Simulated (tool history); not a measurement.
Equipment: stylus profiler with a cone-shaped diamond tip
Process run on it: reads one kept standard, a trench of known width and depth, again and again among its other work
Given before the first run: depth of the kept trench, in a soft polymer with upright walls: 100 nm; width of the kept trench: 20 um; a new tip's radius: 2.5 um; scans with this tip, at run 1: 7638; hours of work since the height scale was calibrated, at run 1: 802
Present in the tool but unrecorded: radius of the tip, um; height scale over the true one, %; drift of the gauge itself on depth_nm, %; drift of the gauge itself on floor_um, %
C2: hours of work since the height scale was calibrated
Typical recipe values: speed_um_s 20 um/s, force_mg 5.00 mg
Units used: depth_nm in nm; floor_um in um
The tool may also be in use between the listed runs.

Run 1, hour 0.0: usual settings; scans with this tip 7638; C2 802. Result: depth_nm 101.46 nm, floor_um 18.55 um.
Run 2, hour 18.1: usual settings but force_mg 7.90 mg; scans with this tip 7734; C2 812. Result: depth_nm 101.99 nm, floor_um 18.54 um.
Run 3, hour 35.9: usual settings but force_mg 8.51 mg; scans with this tip 7828; C2 822. Result: depth_nm 101.91 nm, floor_um 18.54 um.
Run 4, hour 53.0: usual settings; scans with this tip 7918; C2 832. Result: depth_nm 101.43 nm, floor_um 18.55 um.
Run 5, hour 65.7: usual settings but force_mg 13.07 mg; scans with this tip 7985; C2 839. Result: depth_nm 102.80 nm, floor_um 18.59 um.
Run 6, hour 87.1: usual settings but force_mg 13.07 mg; scans with this tip 8098; C2 851. Result: depth_nm 102.69 nm, floor_um 18.57 um.
Run 7, hour 100.4: usual settings but force_mg 3.05 mg; scans with this tip 8168; C2 858. Result: depth_nm 101.05 nm, floor_um 18.53 um.
Run 8, hour 112.9: usual settings but force_mg 3.05 mg; scans with this tip 8234; C2 865. Result: depth_nm 101.14 nm, floor_um 18.50 um.
Run 9, hour 129.0: usual settings but speed_um_s 55 um/s; scans with this tip 8319; C2 874. Result: depth_nm 101.50 nm, floor_um 18.49 um.
Run 10, hour 139.0: usual settings but speed_um_s 55 um/s; scans with this tip 8372; C2 879. Result: depth_nm 101.50 nm, floor_um 18.51 um.

What does the tool deliver on the next run?
Run 11, hour 153.1: usual settings but speed_um_s 55 um/s; scans with this tip 8446; C2 887. Result: depth_nm ?, floor_um ?.

depth_nm: 101.40 nm
floor_um: 18.50 um
Were there no unlogged condition in the tool, this run, its random variation unchanged, would have produced depth_nm 101.40 nm, floor_um 18.51 um.

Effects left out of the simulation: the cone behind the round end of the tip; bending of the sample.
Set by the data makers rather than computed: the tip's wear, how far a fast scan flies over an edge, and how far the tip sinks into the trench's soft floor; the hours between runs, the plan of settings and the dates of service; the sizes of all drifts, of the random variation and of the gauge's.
